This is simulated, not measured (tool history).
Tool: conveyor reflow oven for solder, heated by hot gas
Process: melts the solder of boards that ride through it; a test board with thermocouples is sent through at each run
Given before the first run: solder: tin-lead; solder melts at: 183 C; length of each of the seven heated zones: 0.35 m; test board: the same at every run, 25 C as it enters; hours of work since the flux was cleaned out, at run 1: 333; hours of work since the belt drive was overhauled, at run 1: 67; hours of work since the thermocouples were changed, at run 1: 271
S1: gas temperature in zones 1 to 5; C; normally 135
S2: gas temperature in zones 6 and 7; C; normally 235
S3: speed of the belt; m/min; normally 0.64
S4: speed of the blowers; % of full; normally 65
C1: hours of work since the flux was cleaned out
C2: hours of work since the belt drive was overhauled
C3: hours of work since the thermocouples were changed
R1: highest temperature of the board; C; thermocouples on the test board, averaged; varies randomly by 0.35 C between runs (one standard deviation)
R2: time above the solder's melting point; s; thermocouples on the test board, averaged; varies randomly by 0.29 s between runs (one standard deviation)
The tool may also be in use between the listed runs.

run 1 hour=0 | S1=135 S2=235 S3=0.64 S4=65 | C1=333 C2=67 C3=271 | R1=217.9 R2=48.4
run 2 hour=12.7 | S1=135 S2=235 S3=0.64 S4=65 | C1=338 C2=72 C3=276 | R1=217.9 R2=48.8
run 3 hour=24.1 | S1=135 S2=235 S3=0.64 S4=76 | C1=343 C2=77 C3=281 | R1=220.5 R2=51.2
run 4 hour=40.7 | S1=135 S2=235 S3=0.64 S4=76 | C1=350 C2=84 C3=288 | R1=220.7 R2=51.4
-- hour=50.4 flux residue cleaned out of gas plates and filters
run 5 hour=53.9 | S1=135 S2=235 S3=0.64 S4=76 | C1=1 C2=87 C3=291 | R1=221.1 R2=51.1
run 6 hour=63.7 | S1=135 S2=234 S3=0.64 S4=65 | C1=6 C2=91 C3=295 | R1=216.2 R2=48.2
run 7 hour=78.8 | S1=135 S2=234 S3=0.64 S4=65 | C1=12 C2=97 C3=302 | R1=217.3 R2=48
run 8 hour=88.1 | S1=135 S2=234 S3=0.64 S4=65 | C1=16 C2=101 C3=306 | R1=217 R2=47.9
run 9 hour=104.1 | S1=135 S2=235 S3=0.64 S4=65 | C1=22 C2=108 C3=312 | R1=217.3 R2=48.8
run 10 hour=114 | S1=128 S2=226 S3=0.568 S4=90 | C1=26 C2=112 C3=316 | R1=217.8 R2=55.6
run 11 hour=128.8 | S1=122 S2=235 S3=0.54 S4=65 | C1=33 C2=118 C3=323 | R1=221.7 R2=57.3
run 12 hour=137.2 | S1=122 S2=235 S3=0.54 S4=65 | C1=36 C2=122 C3=326 | R1=221.4 R2=56.8
run 13 hour=147.1 | S1=135 S2=238 S3=0.656 S4=58 | C1=40 C2=126 C3=330 | R1=216.8 R2=46.7
run 14 hour=155.7 | S1=135 S2=238 S3=0.656 S4=58 | C1=44 C2=129 C3=334 | R1=217.1 R2=46.6
run 15 hour=164.7 | S1=135 S2=235 S3=0.64 S4=78 | C1=48 C2=133 C3=337 | R1=221.8 R2=51.5
run 16 hour=182.8 | S1=132 S2=235 S3=0.64 S4=65 | C1=55 C2=141 C3=345 | R1=217.6 R2=47.4
run 17 hour=197.2 | S1=132 S2=235 S3=0.64 S4=65 | C1=61 C2=147 C3=351 | R1=217.9 R2=47.4
run 18 hour=212.7 | S1=148 S2=246 S3=0.64 S4=65 | C1=68 C2=153 C3=357 | R1=229.6 R2=59.7

What differs in the tool's unlogged condition from the final listed run ahead of each entry between runs to the first listed run following it?
Runs 4 to 5: flux residue cleaned out of gas plates and filters (hour 50.4)
  heat that the gas passes to the board, % of a clean oven's: 99.3 -> 100

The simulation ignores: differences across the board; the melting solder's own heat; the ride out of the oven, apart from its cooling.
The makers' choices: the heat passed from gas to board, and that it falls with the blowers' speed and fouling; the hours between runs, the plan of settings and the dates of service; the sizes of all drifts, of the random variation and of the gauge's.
